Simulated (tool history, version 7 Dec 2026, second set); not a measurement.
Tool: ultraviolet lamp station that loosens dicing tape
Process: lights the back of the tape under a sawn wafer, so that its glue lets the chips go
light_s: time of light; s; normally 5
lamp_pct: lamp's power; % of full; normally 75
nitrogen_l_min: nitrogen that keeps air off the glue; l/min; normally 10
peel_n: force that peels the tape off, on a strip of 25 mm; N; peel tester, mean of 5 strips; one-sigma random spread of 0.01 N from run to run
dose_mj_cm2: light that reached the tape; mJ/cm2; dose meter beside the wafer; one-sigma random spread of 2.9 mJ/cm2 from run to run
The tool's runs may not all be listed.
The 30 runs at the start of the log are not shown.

run	hour	light_s	lamp_pct	nitrogen_l_min	peel_n	dose_mj_cm2
31	1384.7	5	67	4	1.354	293
32	1452.1	3	78	18	1.091	201
33	1510.4	6	63	10	0.708	323
34	1573	5	63	10	0.963	264
35	1628.3	3	75	9	1.582	188
36	1698.9	8	71	5	0.636	467
37	1748.1	8	71	5	0.627	463
38	1815.9	4	92	10	0.84	296
# hour 1836.4: lamp changed
39	1855.5	4	64	11	0.879	277
40	1923	3	75	8	1.323	240
41	1959.1	6	99	6	0.346	617
42	2030	5	88	10	0.417	456

Branching from run 42: 5 alternative next runs. What would each branch give?
# hour 2059.1: window cleaned of glue's vapour
A	2073.1	2	64	5	?	?
# hour 2059.1: window cleaned of glue's vapour
B	2073.1	5	90	10	?	?
# hour 2059.1: window cleaned of glue's vapour
C	2073.1	5	69	10	?	?
# hour 2059.1: window cleaned of glue's vapour
D	2073.1	3	75	15	?	?
# hour 2059.1: window cleaned of glue's vapour
E	2073.1	2	79	6	?	?

run	peel_n	dose_mj_cm2
A	2.301	144
B	0.357	509
C	0.556	389
D	0.856	256
E	1.913	179
With no hidden state in the tool, these same runs would have given:
run	peel_n	dose_mj_cm2
A	2.266	147
B	0.344	521
C	0.535	398
D	0.827	262
E	1.875	183
